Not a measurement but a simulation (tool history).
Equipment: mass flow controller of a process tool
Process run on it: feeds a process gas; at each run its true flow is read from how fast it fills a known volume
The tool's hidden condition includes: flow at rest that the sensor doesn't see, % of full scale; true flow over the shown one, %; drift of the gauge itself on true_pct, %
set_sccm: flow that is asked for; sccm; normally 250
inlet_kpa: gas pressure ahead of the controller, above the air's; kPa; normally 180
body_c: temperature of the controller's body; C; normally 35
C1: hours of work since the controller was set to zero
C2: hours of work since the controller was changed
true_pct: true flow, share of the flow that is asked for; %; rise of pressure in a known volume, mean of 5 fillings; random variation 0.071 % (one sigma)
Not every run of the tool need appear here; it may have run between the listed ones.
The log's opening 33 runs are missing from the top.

run 34 hour=1849.8 | set_sccm=212 inlet_kpa=215 body_c=26 | C1=2860 C2=2860 | true_pct=99.77
run 35 hour=1913.8 | set_sccm=108 inlet_kpa=175 body_c=37 | C1=2898 C2=2898 | true_pct=100.70
run 36 hour=1968.3 | set_sccm=78 inlet_kpa=180 body_c=35 | C1=2931 C2=2931 | true_pct=100.60
run 37 hour=2046.4 | set_sccm=78 inlet_kpa=180 body_c=35 | C1=2979 C2=2979 | true_pct=100.59
run 38 hour=2097.5 | set_sccm=283 inlet_kpa=256 body_c=40 | C1=3010 C2=3010 | true_pct=102.31
run 39 hour=2150.9 | set_sccm=365 inlet_kpa=217 body_c=28 | C1=3042 C2=3042 | true_pct=100.92
run 40 hour=2200.5 | set_sccm=263 inlet_kpa=180 body_c=29 | C1=3072 C2=3072 | true_pct=100.76
run 41 hour=2237.8 | set_sccm=152 inlet_kpa=163 body_c=27 | C1=3095 C2=3095 | true_pct=100.18
run 42 hour=2318.8 | set_sccm=152 inlet_kpa=163 body_c=27 | C1=3144 C2=3144 | true_pct=100.14
run 43 hour=2357.3 | set_sccm=152 inlet_kpa=163 body_c=29 | C1=3167 C2=3167 | true_pct=100.49
run 44 hour=2399.1 | set_sccm=250 inlet_kpa=189 body_c=20 | C1=3193 C2=3193 | true_pct=99.94
run 45 hour=2457.2 | set_sccm=131 inlet_kpa=202 body_c=35 | C1=3228 C2=3228 | true_pct=101.60
run 46 hour=2538.4 | set_sccm=90 inlet_kpa=269 body_c=35 | C1=3277 C2=3277 | true_pct=102.17
run 47 hour=2590.8 | set_sccm=250 inlet_kpa=222 body_c=35 | C1=3309 C2=3309 | true_pct=102.04

Run 48, settings as shown, results not yet in. Your forecast:
run 48 hour=2667.9 | set_sccm=250 inlet_kpa=222 body_c=35 | C1=3356 C2=3356 | true_pct=?

true_pct: 102.32 %
Take away the tool's hidden state, keep the run-to-run variation as it was, and the same run would have given true_pct 100.68 %.
